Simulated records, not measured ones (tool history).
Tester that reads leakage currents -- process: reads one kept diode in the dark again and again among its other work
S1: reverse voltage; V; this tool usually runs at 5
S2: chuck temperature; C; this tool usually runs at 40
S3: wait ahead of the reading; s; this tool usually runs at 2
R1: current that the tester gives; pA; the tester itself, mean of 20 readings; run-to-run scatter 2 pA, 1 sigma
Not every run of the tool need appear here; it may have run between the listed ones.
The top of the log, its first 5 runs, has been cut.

Run 6, day 4.35: usual settings. Result: R1 800.68 pA.
Run 7, day 5.358: usual settings. Result: R1 801.08 pA.
Run 8, day 6.088: usual settings. Result: R1 803.63 pA.
Run 9, day 6.662: usual settings. Result: R1 807.92 pA.
At day 6.988: chuck's temperature calibrated.
Run 10, day 7.692: usual settings. Result: R1 672.66 pA.
Run 11, day 8.446: usual settings. Result: R1 680.94 pA.
Run 12, day 9.071: usual settings. Result: R1 677.32 pA.
Run 13, day 9.762: usual settings. Result: R1 677.7 pA.
Run 14, day 10.679: usual settings but S1 3.96 V. Result: R1 611.73 pA.
Run 15, day 11.292: usual settings but S3 2.43 s. Result: R1 679.29 pA.
Run 16, day 12.229: usual settings but S3 6.05 s. Result: R1 682.28 pA.
Run 17, day 13: usual settings but S3 6.05 s. Result: R1 675.02 pA.
Run 18, day 13.979: usual settings but S3 6.05 s. Result: R1 681.47 pA.
Run 19, day 15.146: usual settings but S1 7.93 V. Result: R1 842.54 pA.
Run 20, day 16.012: usual settings but S1 7.93 V, S3 0.92 s. Result: R1 841.5 pA.
Run 21, day 16.679: usual settings but S1 3.7 V, S2 35 C, S3 2.4 s. Result: R1 383.2 pA.
Run 22, day 17.458: usual settings but S1 2.07 V, S2 48 C, S3 0.54 s. Result: R1 905.04 pA.
Run 23, day 18.075: usual settings but S1 1.64 V, S3 7.81 s. Result: R1 415.53 pA.
Run 24, day 19.142: usual settings but S1 1.95 V, S2 38 C, S3 0.6 s. Result: R1 378.92 pA.
Run 25, day 20.292: usual settings but S1 1.95 V, S2 32 C, S3 0.6 s. Result: R1 222.59 pA.
Run 26, day 20.933: usual settings but S1 1.95 V, S2 32 C, S3 0.6 s. Result: R1 222.03 pA.
Run 27, day 21.642: usual settings but S1 5.41 V, S2 53 C, S3 0.38 s. Result: R1 2098.63 pA.
Run 28, day 22.658: usual settings but S1 4.58 V, S2 53 C, S3 0.53 s. Result: R1 1969.46 pA.
Run 29, day 23.929: usual settings but S1 19.24 V, S2 21 C, S3 4.1 s. Result: R1 226.87 pA.

For run 30, what comes out?
Run 30, day 25.162: usual settings but S1 19.24 V, S2 33 C, S3 7.07 s. Result: R1 ?.

{"run 30": {"R1": 685.68}}
Take away the tool's hidden state, keep the run-to-run variation as it was, and the same run would have given R1 663.16 pA.

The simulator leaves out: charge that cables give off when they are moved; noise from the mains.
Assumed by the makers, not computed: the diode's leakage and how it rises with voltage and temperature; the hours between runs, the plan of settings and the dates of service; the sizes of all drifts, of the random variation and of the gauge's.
